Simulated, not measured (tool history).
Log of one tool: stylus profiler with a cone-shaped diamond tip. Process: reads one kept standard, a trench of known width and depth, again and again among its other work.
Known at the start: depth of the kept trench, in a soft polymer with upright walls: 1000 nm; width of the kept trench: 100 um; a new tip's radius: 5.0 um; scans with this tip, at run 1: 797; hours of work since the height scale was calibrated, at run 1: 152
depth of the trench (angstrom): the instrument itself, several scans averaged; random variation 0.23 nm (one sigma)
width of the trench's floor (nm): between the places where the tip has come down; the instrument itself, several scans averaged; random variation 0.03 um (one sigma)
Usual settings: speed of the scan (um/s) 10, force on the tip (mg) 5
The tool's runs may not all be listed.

run	hour	speed of the scan (um/s)	force on the tip (mg)	scans with this tip	hours of work since the height scale was calibrated	depth of the trench (angstrom)	width of the trench's floor (nm)
1	0	10	5	797	152	10108.4	93890
2	6.9	10	5	821	157	10112	93880
3	20.3	10	5	867	166	10113.9	93880
4	30.8	10	5	903	173	10111.4	93860
5	41.3	6	5	939	180	10113.6	93860
6	48.5	31	5	964	184	10112	93780
7	58	31	5	997	191	10114.2	93820
8	65.6	31	5	1023	196	10114	93810
9	77.5	10	5	1064	204	10118.2	93840
10	87.2	10	8.82	1098	210	10162.3	93850
11	99.3	10	8.82	1140	218	10160.6	93870
12	106.2	10	5	1163	222	10117.5	93770
13	121	10	11.49	1214	232	10192.3	93850
14	134.9	10	5	1262	241	10117.3	93770
15	143.4	10	5	1292	247	10118.3	93840
16	151	4	5	1318	252	10116.9	93850
17	159.3	10	5	1346	257	10115.6	93760
18	171.8	10	5	1389	266	10118.4	93820
19	179.6	10	5	1416	271	10116.4	93790
20	193.3	10	5	1464	280	10118.4	93770
21	206.9	10	5	1510	289	10118.8	93800
22	216.9	10	5	1545	295	10123.4	93810
23	227.6	10	5	1582	302	10118.4	93800
24	235.7	4	5.5	1610	308	10124.8	93780
25	243.8	6	6.36	1638	313	10139	93770
26	251.5	6	6.36	1664	318	10137.3	93740
27	267	30	4.83	1718	328	10116.5	93680
28	278.6	18	5.09	1758	336	10124.9	93720
29	293.9	17	7.25	1811	346	10150.4	93660
30	304	17	7.25	1845	353	10150.5	93710
31	315.5	37	4.19	1885	360	10111.5	93630
32	329.8	20	3.66	1934	370	10102.4	93680
33	342.4	13	9.59	1978	378	10183.2	93680
34	350.7	8	6.93	2006	384	10145.1	93670
35	361.7	7	4.56	2044	391	10117.8	93650
36	376.5	7	1.81	2095	401	10072.5	93660
37	385.8	38	11.35	2127	407	10200.4	93660
38	398.1	2	2.76	2170	415	10092.9	93680
39	411.3	25	3.03	2215	424	10092.8	93570
40	425.5	25	3.03	2264	433	10100.1	93600
41	433.4	3	2.17	2291	438	10084.3	93630
42	448.9	3	2.17	2345	448	10084.3	93660
43	457.5	6	7.01	2375	454	10148.4	93630
44	469.6	4	13.05	2416	462	10220.3	93620
45	477.7	4	13.05	2444	467	10217.8	93600
46	489.2	4	13.05	2484	475	10220	93670

The same runs without the tool's hidden state, with the same run-to-run variation:
The hidden state here: radius of the tip, um; height scale over the true one, %; drift of the gauge itself on depth_nm, %; drift of the gauge itself on floor_um, %.
run	depth of the trench (angstrom)	width of the trench's floor (nm)
1	10098.4	93980
2	10101.7	93970
3	10103.1	93980
4	10100.2	93960
5	10102	93970
6	10100.2	93900
7	10102.1	93940
8	10101.6	93930
9	10105.4	93970
10	10149.1	93990
11	10147	94010
12	10103.7	93930
13	10177.9	94010
14	10102.6	93940
15	10103.3	94020
16	10101.6	94030
17	10100	93950
18	10102.3	94010
19	10100.1	93990
20	10101.6	93980
21	10101.6	94010
22	10105.8	94040
23	10100.5	94030
24	10106.5	94020
25	10120.4	94010
26	10118.4	93980
27	10097.1	93930
28	10105.2	93970
29	10130.1	93930
30	10129.9	93980
31	10090.5	93910
32	10081	93970
33	10161.1	93970
34	10122.8	93970
35	10095.3	93960
36	10049.6	93980
37	10176.9	93980
38	10069.2	94020
39	10068.7	93910
40	10075.4	93940
41	10059.5	93980
42	10058.9	94020
43	10122.5	94000
44	10193.7	94000
45	10191	93980
46	10192.9	94050
